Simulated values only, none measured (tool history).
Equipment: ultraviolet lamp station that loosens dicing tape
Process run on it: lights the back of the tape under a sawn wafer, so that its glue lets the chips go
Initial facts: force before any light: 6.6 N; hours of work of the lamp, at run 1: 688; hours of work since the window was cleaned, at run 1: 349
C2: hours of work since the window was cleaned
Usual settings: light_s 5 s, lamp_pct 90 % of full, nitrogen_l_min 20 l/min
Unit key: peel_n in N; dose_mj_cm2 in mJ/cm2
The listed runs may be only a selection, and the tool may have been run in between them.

run 1 hour=0 | light_s=5 lamp_pct=90 nitrogen_l_min=20 | hours_of_work_of_the_lamp=688 C2=349 | peel_n=0.42 dose_mj_cm2=179
run 2 hour=56.4 | light_s=5 lamp_pct=90 nitrogen_l_min=20 | hours_of_work_of_the_lamp=733 C2=394 | peel_n=0.402 dose_mj_cm2=177
run 3 hour=131.4 | light_s=5 lamp_pct=90 nitrogen_l_min=20 | hours_of_work_of_the_lamp=792 C2=453 | peel_n=0.426 dose_mj_cm2=170
run 4 hour=213.4 | light_s=5 lamp_pct=90 nitrogen_l_min=20 | hours_of_work_of_the_lamp=857 C2=518 | peel_n=0.493 dose_mj_cm2=165
run 5 hour=283 | light_s=5 lamp_pct=90 nitrogen_l_min=20 | hours_of_work_of_the_lamp=913 C2=574 | peel_n=0.472 dose_mj_cm2=160
-- hour=308.5 lamp changed
run 6 hour=336.5 | light_s=5 lamp_pct=69 nitrogen_l_min=20 | hours_of_work_of_the_lamp=22 C2=616 | peel_n=0.489 dose_mj_cm2=161
-- hour=368 window cleaned of glue's vapour
run 7 hour=417.6 | light_s=5 lamp_pct=69 nitrogen_l_min=20 | hours_of_work_of_the_lamp=86 C2=39 | peel_n=0.437 dose_mj_cm2=177
run 8 hour=494.9 | light_s=5 lamp_pct=69 nitrogen_l_min=27 | hours_of_work_of_the_lamp=148 C2=101 | peel_n=0.372 dose_mj_cm2=165
run 9 hour=555 | light_s=5 lamp_pct=69 nitrogen_l_min=27 | hours_of_work_of_the_lamp=196 C2=149 | peel_n=0.394 dose_mj_cm2=170
run 10 hour=622 | light_s=5 lamp_pct=69 nitrogen_l_min=27 | hours_of_work_of_the_lamp=249 C2=202 | peel_n=0.423 dose_mj_cm2=159
run 11 hour=704.4 | light_s=5 lamp_pct=69 nitrogen_l_min=27 | hours_of_work_of_the_lamp=315 C2=268 | peel_n=0.449 dose_mj_cm2=151
run 12 hour=759.7 | light_s=5 lamp_pct=69 nitrogen_l_min=27 | hours_of_work_of_the_lamp=359 C2=312 | peel_n=0.465 dose_mj_cm2=156
run 13 hour=822.9 | light_s=5 lamp_pct=90 nitrogen_l_min=9 | hours_of_work_of_the_lamp=409 C2=362 | peel_n=0.501 dose_mj_cm2=193
run 14 hour=861.1 | light_s=5 lamp_pct=90 nitrogen_l_min=9 | hours_of_work_of_the_lamp=439 C2=392 | peel_n=0.508 dose_mj_cm2=190
run 15 hour=933.5 | light_s=5 lamp_pct=90 nitrogen_l_min=9 | hours_of_work_of_the_lamp=497 C2=450 | peel_n=0.546 dose_mj_cm2=188
run 16 hour=1018.3 | light_s=3 lamp_pct=90 nitrogen_l_min=9 | hours_of_work_of_the_lamp=564 C2=517 | peel_n=1.429 dose_mj_cm2=108
run 17 hour=1069 | light_s=3 lamp_pct=90 nitrogen_l_min=9 | hours_of_work_of_the_lamp=605 C2=558 | peel_n=1.423 dose_mj_cm2=109
run 18 hour=1123.5 | light_s=3 lamp_pct=90 nitrogen_l_min=9 | hours_of_work_of_the_lamp=648 C2=601 | peel_n=1.431 dose_mj_cm2=105
-- hour=1171.1 window cleaned of glue's vapour
run 19 hour=1200.2 | light_s=3 lamp_pct=90 nitrogen_l_min=9 | hours_of_work_of_the_lamp=709 C2=23 | peel_n=1.32 dose_mj_cm2=112
run 20 hour=1279.3 | light_s=5 lamp_pct=90 nitrogen_l_min=20 | hours_of_work_of_the_lamp=772 C2=86 | peel_n=0.387 dose_mj_cm2=178
run 21 hour=1339.7 | light_s=5 lamp_pct=90 nitrogen_l_min=20 | hours_of_work_of_the_lamp=820 C2=134 | peel_n=0.396 dose_mj_cm2=172
run 22 hour=1404.6 | light_s=9 lamp_pct=82 nitrogen_l_min=23 | hours_of_work_of_the_lamp=871 C2=186 | peel_n=0.194 dose_mj_cm2=282
run 23 hour=1466.6 | light_s=5 lamp_pct=84 nitrogen_l_min=12 | hours_of_work_of_the_lamp=921 C2=235 | peel_n=0.644 dose_mj_cm2=157
-- hour=1481.1 lamp changed
run 24 hour=1540.5 | light_s=5 lamp_pct=84 nitrogen_l_min=12 | hours_of_work_of_the_lamp=47 C2=293 | peel_n=0.393 dose_mj_cm2=200
run 25 hour=1614.3 | light_s=5 lamp_pct=84 nitrogen_l_min=12 | hours_of_work_of_the_lamp=106 C2=352 | peel_n=0.41 dose_mj_cm2=194
run 26 hour=1699.3 | light_s=5 lamp_pct=92 nitrogen_l_min=20 | hours_of_work_of_the_lamp=174 C2=419 | peel_n=0.308 dose_mj_cm2=212
run 27 hour=1765.4 | light_s=5 lamp_pct=88 nitrogen_l_min=17 | hours_of_work_of_the_lamp=226 C2=472 | peel_n=0.351 dose_mj_cm2=195
run 28 hour=1836.7 | light_s=5 lamp_pct=88 nitrogen_l_min=17 | hours_of_work_of_the_lamp=283 C2=529 | peel_n=0.356 dose_mj_cm2=192
run 29 hour=1888.9 | light_s=3 lamp_pct=74 nitrogen_l_min=33 | hours_of_work_of_the_lamp=324 C2=570 | peel_n=1.037 dose_mj_cm2=94
run 30 hour=1931.1 | light_s=3 lamp_pct=74 nitrogen_l_min=33 | hours_of_work_of_the_lamp=358 C2=604 | peel_n=1.095 dose_mj_cm2=95
-- hour=1978.1 window cleaned of glue's vapour
run 31 hour=1996.2 | light_s=3 lamp_pct=90 nitrogen_l_min=31 | hours_of_work_of_the_lamp=409 C2=14 | peel_n=0.654 dose_mj_cm2=122
run 32 hour=2044.7 | light_s=3 lamp_pct=90 nitrogen_l_min=31 | hours_of_work_of_the_lamp=448 C2=53 | peel_n=0.691 dose_mj_cm2=118
run 33 hour=2131.3 | light_s=3 lamp_pct=90 nitrogen_l_min=31 | hours_of_work_of_the_lamp=517 C2=122 | peel_n=0.732 dose_mj_cm2=117
run 34 hour=2175.1 | light_s=2 lamp_pct=63 nitrogen_l_min=26 | hours_of_work_of_the_lamp=552 C2=157 | peel_n=2.299 dose_mj_cm2=55
run 35 hour=2230.1 | light_s=2 lamp_pct=63 nitrogen_l_min=26 | hours_of_work_of_the_lamp=596 C2=201 | peel_n=2.349 dose_mj_cm2=53
run 36 hour=2266.4 | light_s=5 lamp_pct=93 nitrogen_l_min=10 | hours_of_work_of_the_lamp=624 C2=229 | peel_n=0.48 dose_mj_cm2=191
run 37 hour=2347.2 | light_s=5 lamp_pct=89 nitrogen_l_min=30 | hours_of_work_of_the_lamp=689 C2=294 | peel_n=0.326 dose_mj_cm2=176
run 38 hour=2425.1 | light_s=2 lamp_pct=90 nitrogen_l_min=20 | hours_of_work_of_the_lamp=751 C2=356 | peel_n=1.868 dose_mj_cm2=69
run 39 hour=2468 | light_s=5 lamp_pct=67 nitrogen_l_min=21 | hours_of_work_of_the_lamp=785 C2=390 | peel_n=0.703 dose_mj_cm2=129
run 40 hour=2517.5 | light_s=2 lamp_pct=67 nitrogen_l_min=28 | hours_of_work_of_the_lamp=824 C2=429 | peel_n=2.484 dose_mj_cm2=46
run 41 hour=2568.7 | light_s=3 lamp_pct=61 nitrogen_l_min=22 | hours_of_work_of_the_lamp=865 C2=470 | peel_n=1.893 dose_mj_cm2=65
run 42 hour=2642.8 | light_s=6 lamp_pct=90 nitrogen_l_min=20 | hours_of_work_of_the_lamp=924 C2=529 | peel_n=0.342 dose_mj_cm2=190

Each row is a separate what-if for the run after 42, all from the same tool condition, not one after another. Results?
-- hour=2649.3 lamp changed
run A hour=2685.2 | light_s=5 lamp_pct=90 nitrogen_l_min=33 | hours_of_work_of_the_lamp=29 C2=562 | peel_n=? dose_mj_cm2=?
-- hour=2649.3 lamp changed
run B hour=2685.2 | light_s=5 lamp_pct=61 nitrogen_l_min=20 | hours_of_work_of_the_lamp=29 C2=562 | peel_n=? dose_mj_cm2=?
-- hour=2649.3 lamp changed
run C hour=2685.2 | light_s=6 lamp_pct=74 nitrogen_l_min=16 | hours_of_work_of_the_lamp=29 C2=562 | peel_n=? dose_mj_cm2=?
-- hour=2649.3 lamp changed
run D hour=2685.2 | light_s=2 lamp_pct=98 nitrogen_l_min=6 | hours_of_work_of_the_lamp=29 C2=562 | peel_n=? dose_mj_cm2=?
-- hour=2649.3 lamp changed
run E hour=2685.2 | light_s=5 lamp_pct=94 nitrogen_l_min=16 | hours_of_work_of_the_lamp=29 C2=562 | peel_n=? dose_mj_cm2=?

run=A peel_n=0.236 dose_mj_cm2=208
run=B peel_n=0.63 dose_mj_cm2=143
run=C peel_n=0.323 dose_mj_cm2=212
run=D peel_n=2.074 dose_mj_cm2=91
run=E peel_n=0.292 dose_mj_cm2=218
With the hidden condition removed and each run's random variation left untouched, the same runs would have given:
run=A peel_n=0.207 dose_mj_cm2=231
run=B peel_n=0.517 dose_mj_cm2=159
run=C peel_n=0.272 dose_mj_cm2=234
run=D peel_n=1.84 dose_mj_cm2=101
run=E peel_n=0.25 dose_mj_cm2=241

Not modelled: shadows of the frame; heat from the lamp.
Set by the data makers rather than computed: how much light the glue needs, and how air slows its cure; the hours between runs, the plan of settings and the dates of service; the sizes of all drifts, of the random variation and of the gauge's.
